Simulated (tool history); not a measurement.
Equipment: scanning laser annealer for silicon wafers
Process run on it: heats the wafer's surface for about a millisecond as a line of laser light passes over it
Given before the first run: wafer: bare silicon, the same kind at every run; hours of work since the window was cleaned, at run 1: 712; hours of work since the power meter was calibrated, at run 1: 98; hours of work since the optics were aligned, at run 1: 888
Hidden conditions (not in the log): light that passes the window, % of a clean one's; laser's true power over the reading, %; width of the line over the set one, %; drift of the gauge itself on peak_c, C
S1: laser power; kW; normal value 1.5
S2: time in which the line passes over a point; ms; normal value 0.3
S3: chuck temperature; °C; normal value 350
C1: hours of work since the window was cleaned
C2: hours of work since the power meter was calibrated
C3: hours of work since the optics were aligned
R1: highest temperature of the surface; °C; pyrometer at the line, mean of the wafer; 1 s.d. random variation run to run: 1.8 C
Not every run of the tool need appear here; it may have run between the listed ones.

| run | hour | S1 | S2 | S3 | C1 | C2 | C3 | R1 |
|---|---|---|---|---|---|---|---|---|
| 1 | 0 | 1.5 | 0.3 | 350 | 712 | 98 | 888 | 1052 |
| 2 | 6 | 1.5 | 0.3 | 350 | 716 | 102 | 892 | 1050 |
| 3 | 11.4 | 1.5 | 0.3 | 350 | 719 | 105 | 896 | 1054 |
| 4 | 19.9 | 1.5 | 0.3 | 350 | 725 | 111 | 901 | 1052 |
| 5 | 27.5 | 1.5 | 0.3 | 350 | 729 | 116 | 906 | 1049 |
| 6 | 31.7 | 1.5 | 0.3 | 350 | 732 | 118 | 909 | 1053 |
| 7 | 39.9 | 1.5 | 0.3 | 350 | 738 | 124 | 914 | 1050 |
| 8 | 48.4 | 1.5 | 0.3 | 350 | 743 | 129 | 920 | 1052 |
| 9 | 56.2 | 1.5 | 0.3 | 350 | 748 | 134 | 925 | 1055 |
| 10 | 64.8 | 1.5 | 0.3 | 350 | 754 | 140 | 930 | 1055 |
| 11 | 74.1 | 1.5 | 0.219 | 350 | 760 | 146 | 937 | 941 |
| 12 | 78.4 | 1.5 | 0.219 | 350 | 763 | 149 | 939 | 944 |
| 13 | 86.8 | 1.5 | 0.219 | 350 | 768 | 154 | 945 | 939 |
| 14 | 92 | 1.5 | 0.219 | 350 | 772 | 158 | 948 | 938 |
| 15 | 101.6 | 1.629 | 0.219 | 350 | 778 | 164 | 954 | 994 |
| 16 | 110.9 | 1.5 | 0.3 | 350 | 784 | 170 | 960 | 1054 |
| 17 | 119.2 | 1.5 | 0.3 | 350 | 789 | 175 | 966 | 1056 |
| 18 | 123.9 | 1.5 | 0.3 | 350 | 792 | 178 | 969 | 1054 |
| 19 | 129.3 | 1.58 | 0.3 | 350 | 796 | 182 | 972 | 1093 |
| 20 | 137.9 | 1.58 | 0.3 | 350 | 801 | 188 | 978 | 1092 |
| 21 | 147.1 | 1.58 | 0.3 | 350 | 807 | 194 | 984 | 1093 |
| 22 | 156.5 | 1.582 | 0.311 | 324 | 814 | 200 | 990 | 1081 |
| 23 | 161.8 | 1.539 | 0.3 | 374 | 817 | 203 | 994 | 1097 |
| 24 | 167.5 | 1.539 | 0.3 | 374 | 821 | 207 | 997 | 1096 |
| 25 | 174.8 | 1.317 | 0.239 | 344 | 825 | 212 | 1002 | 883 |
| 26 | 179.2 | 1.567 | 0.3 | 315 | 828 | 214 | 1005 | 1051 |
| 27 | 183.5 | 1.474 | 0.345 | 372 | 831 | 217 | 1008 | 1114 |
| 28 | 189 | 1.474 | 0.345 | 372 | 835 | 221 | 1011 | 1116 |
| 29 | 196.1 | 1.474 | 0.345 | 372 | 839 | 225 | 1016 | 1117 |
| 30 | 201.5 | 1.474 | 0.345 | 372 | 843 | 229 | 1020 | 1116 |
| 31 | 210.4 | 1.463 | 0.215 | 328 | 849 | 235 | 1025 | 897 |
| 32 | 214.8 | 1.463 | 0.215 | 328 | 852 | 238 | 1028 | 896 |
| 33 | 223.8 | 1.474 | 0.288 | 388 | 857 | 244 | 1034 | 1062 |
| 34 | 231.3 | 1.5 | 0.224 | 350 | 862 | 248 | 1039 | 947 |
| 35 | 239.2 | 1.5 | 0.224 | 350 | 867 | 254 | 1044 | 947 |
| 36 | 246.1 | 1.6 | 0.3 | 341 | 872 | 258 | 1049 | 1095 |
| 37 | 250.1 | 1.63 | 0.3 | 364 | 875 | 261 | 1051 | 1130 |
| 38 | 255.2 | 1.626 | 0.3 | 364 | 878 | 264 | 1054 | 1128 |
| 39 | 263 | 1.626 | 0.21 | 356 | 883 | 269 | 1060 | 986 |
| 40 | 269.4 | 1.404 | 0.233 | 350 | 887 | 273 | 1064 | 918 |
| 41 | 276.1 | 1.5 | 0.3 | 320 | 892 | 278 | 1068 | 1024 |

Each row is a separate what-if for the run after 41, all from the same tool condition, not one after another. Results?
| A | 280.3 | 1.5 | 0.248 | 320 | 894 | 280 | 1071 | ? |
| B | 280.3 | 1.5 | 0.226 | 320 | 894 | 280 | 1071 | ? |
| C | 280.3 | 1.5 | 0.3 | 373 | 894 | 280 | 1071 | ? |
| D | 280.3 | 1.5 | 0.249 | 376 | 894 | 280 | 1071 | ? |

| run | R1 |
|---|---|
| A | 950 |
| B | 921 |
| C | 1077 |
| D | 1007 |
Take away the tool's hidden state, keep each run's random variation, and the runs would have read:
| run | R1 |
|---|---|
| A | 951 |
| B | 921 |
| C | 1077 |
| D | 1008 |

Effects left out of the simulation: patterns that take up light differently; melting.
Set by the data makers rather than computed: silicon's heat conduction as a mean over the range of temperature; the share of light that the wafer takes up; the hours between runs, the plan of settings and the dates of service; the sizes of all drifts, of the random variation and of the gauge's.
